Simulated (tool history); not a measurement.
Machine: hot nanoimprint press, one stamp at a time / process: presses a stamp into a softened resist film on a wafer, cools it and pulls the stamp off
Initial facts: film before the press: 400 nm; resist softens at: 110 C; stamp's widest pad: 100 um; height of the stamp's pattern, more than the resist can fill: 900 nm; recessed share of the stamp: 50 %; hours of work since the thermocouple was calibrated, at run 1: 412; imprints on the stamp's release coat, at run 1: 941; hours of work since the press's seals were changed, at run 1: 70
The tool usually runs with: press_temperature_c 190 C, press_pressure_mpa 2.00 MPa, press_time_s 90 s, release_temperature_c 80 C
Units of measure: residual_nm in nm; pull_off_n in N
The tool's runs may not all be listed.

run   hour  press_temperature_c  press_pressure_mpa  press_time_s  release_temperature_c  hours of work since the thermocouple was calibrated  imprints on the stamp's release coat  hours of work since the press's seals were changed  residual_nm  pull_off_n
  1    0.0                  190                2.00            90                     80                                                  412                                   941                                                  70        157.8         224
  2    8.0                  190                1.38            90                     80                                                  417                                   960                                                  75        185.3         219
  3   19.7                  190                2.00            90                     80                                                  425                                   987                                                  83        157.7         224
      36.5  -- stamp cleaned and given a new release coat
  4   36.5                  190                2.00            90                     80                                                  432                                     0                                                  90        157.1         158
  5   43.0                  190                2.00            90                     66                                                  437                                    16                                                  95        157.5         187
  6   52.8                  190                2.00            90                     66                                                  443                                    39                                                 101        157.0         189
      60.9  -- plate thermocouple calibrated
  7   65.4                  190                2.00            90                     80                                                    3                                    61                                                 108        149.1         163
  8   72.6                  190                2.00           147                     80                                                    8                                    78                                                 112        121.7         157
  9   83.1                  185                3.20            90                     76                                                   15                                   102                                                 119        142.9         174
 10   92.2                  191                2.00           146                     80                                                   21                                   124                                                 125        117.8         167
 11  104.5                  194                2.00           120                     80                                                   29                                   152                                                 134        116.5         161
 12  115.7                  200                2.40           105                     83                                                   37                                   179                                                 141         91.3         166
 13  122.5                  196                1.45            55                     83                                                   41                                   194                                                 146        174.5         165

Here are 4 independent what-if runs from the current tool condition. What would each one return?
  A  134.7                  196                1.29           136                     83                                                   49                                   223                                                 154            ?           ?
  B  134.7                  196                2.03           123                     75                                                   49                                   223                                                 154            ?           ?
  C  134.7                  190                1.24            90                     81                                                   49                                   223                                                 154            ?           ?
  D  134.7                  190                2.00            90                     81                                                   49                                   223                                                 154            ?           ?

run  residual_nm  pull_off_n
  A        128.8         164
  B        106.5         178
  C        186.3         167
  D        149.2         168
Without the tool's unlogged condition, the same runs would have read:
run  residual_nm  pull_off_n
  A        127.0         149
  B        104.8         163
  C        183.9         152
  D        146.9         153

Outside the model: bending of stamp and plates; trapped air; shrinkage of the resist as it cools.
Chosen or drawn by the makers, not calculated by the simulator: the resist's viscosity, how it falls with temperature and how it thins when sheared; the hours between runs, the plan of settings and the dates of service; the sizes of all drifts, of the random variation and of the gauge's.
